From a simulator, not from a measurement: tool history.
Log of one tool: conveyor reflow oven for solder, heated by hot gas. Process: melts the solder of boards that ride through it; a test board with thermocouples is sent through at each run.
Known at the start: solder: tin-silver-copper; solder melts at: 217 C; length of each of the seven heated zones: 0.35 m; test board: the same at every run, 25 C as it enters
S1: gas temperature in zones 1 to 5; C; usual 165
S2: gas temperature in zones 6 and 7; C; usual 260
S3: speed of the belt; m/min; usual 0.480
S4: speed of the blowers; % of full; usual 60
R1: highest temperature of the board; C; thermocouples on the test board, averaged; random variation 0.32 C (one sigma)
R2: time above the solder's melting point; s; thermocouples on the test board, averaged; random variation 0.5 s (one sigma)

run	hour	S1	S2	S3	S4	R1	R2
1	0.0	165	260	0.480	60	243.7	54.9
2	21.7	165	260	0.480	60	244.3	55.2
3	33.4	165	260	0.480	60	243.9	55.4
4	52.5	165	260	0.480	84	248.5	61.6
5	76.4	165	260	0.480	84	248.5	62.0
6	89.9	165	260	0.480	60	244.2	54.6
# hour 105.4: flux residue cleaned out of gas plates and filters
7	105.5	165	260	0.480	60	243.7	55.0
8	116.8	165	260	0.480	60	243.6	55.3
9	134.5	165	260	0.480	60	244.2	54.1
10	158.6	165	260	0.480	60	243.8	55.0
# hour 167.4: flux residue cleaned out of gas plates and filters, once more
11	184.6	165	260	0.480	60	244.4	56.1
12	199.2	165	260	0.480	60	244.4	56.8
13	217.9	165	260	0.480	60	244.5	56.6
14	236.8	165	260	0.480	60	244.7	56.0
15	256.2	165	260	0.480	60	244.5	55.3
16	278.2	165	260	0.480	60	244.6	55.5
17	299.4	154	260	0.559	60	236.8	35.4
18	316.7	154	260	0.559	60	237.2	35.9
19	329.1	165	265	0.480	80	253.0	66.0
20	345.9	165	265	0.480	50	245.9	55.5
21	358.4	165	265	0.480	50	246.2	56.9
22	377.2	165	265	0.480	50	246.2	56.3
23	399.3	165	272	0.480	60	255.0	65.2
24	416.9	171	272	0.563	60	250.4	53.6
25	428.8	174	255	0.504	60	240.5	51.7
# hour 435.5: flux residue cleaned out of gas plates and filters
26	459.1	174	255	0.504	60	241.7	52.9
27	476.7	174	255	0.408	87	250.0	81.1
28	498.7	165	260	0.402	77	253.0	80.7
29	510.9	178	252	0.427	80	245.8	74.4
30	521.9	165	261	0.559	60	240.4	43.6
31	547.1	167	263	0.480	75	250.9	64.4

Forecast each of these 3 alternatives for the next run:
A	563.9	167	250	0.480	53	?	?
B	563.9	169	260	0.480	71	?	?
C	563.9	167	263	0.509	62	?	?

run	R1	R2
A	235.4	45.8
B	247.8	63.0
C	246.7	54.6
Without the tool's hidden state the same runs would have given:
run	R1	R2
A	234.4	43.3
B	246.9	60.8
C	245.7	52.4
